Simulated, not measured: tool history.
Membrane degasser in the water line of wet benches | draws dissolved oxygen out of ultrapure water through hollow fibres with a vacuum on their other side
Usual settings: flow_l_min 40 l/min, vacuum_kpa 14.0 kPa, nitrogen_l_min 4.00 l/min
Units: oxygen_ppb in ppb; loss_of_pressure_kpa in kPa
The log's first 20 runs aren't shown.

| run | hour | flow_l_min | vacuum_kpa | nitrogen_l_min | hours since the membrane was changed | hours since the vacuum gauge was calibrated | hours since the vacuum lines were made tight | oxygen_ppb | loss_of_pressure_kpa |
|---|---|---|---|---|---|---|---|---|---|
| 21 | 2721.2 | 40 | 12.7 | 4.00 | 3040 | 4024 | 11720 | 240.2 | 43.88 |
| 22 | 2888.7 | 25 | 12.7 | 4.00 | 3208 | 4192 | 11888 | 144.0 | 27.24 |
| 23 | 2984.4 | 37 | 34.1 | 4.00 | 3304 | 4288 | 11984 | 646.7 | 40.28 |
| 24 | 3156.2 | 37 | 34.1 | 4.00 | 3475 | 4459 | 12155 | 652.1 | 40.70 |
| 25 | 3243.6 | 24 | 14.0 | 4.00 | 3563 | 4547 | 12243 | 161.9 | 26.44 |
| 26 | 3378.5 | 24 | 14.0 | 4.00 | 3698 | 4682 | 12378 | 155.7 | 26.03 |
| 27 | 3459.6 | 40 | 19.8 | 8.80 | 3779 | 4763 | 12459 | 199.7 | 43.90 |
| 28 | 3565.7 | 44 | 28.9 | 4.00 | 3885 | 4869 | 12565 | 644.3 | 48.41 |

Run 29 comes next. What will it give?
| 29 | 3649.7 | 44 | 9.0 | 2.20 | 3969 | 4953 | 12649 | ? | ? |

Run 29 gave oxygen_ppb 272.9 ppb, loss_of_pressure_kpa 48.57 kPa.
Without the tool's hidden state the same run would have given oxygen_ppb 272.7 ppb, loss_of_pressure_kpa 47.74 kPa.
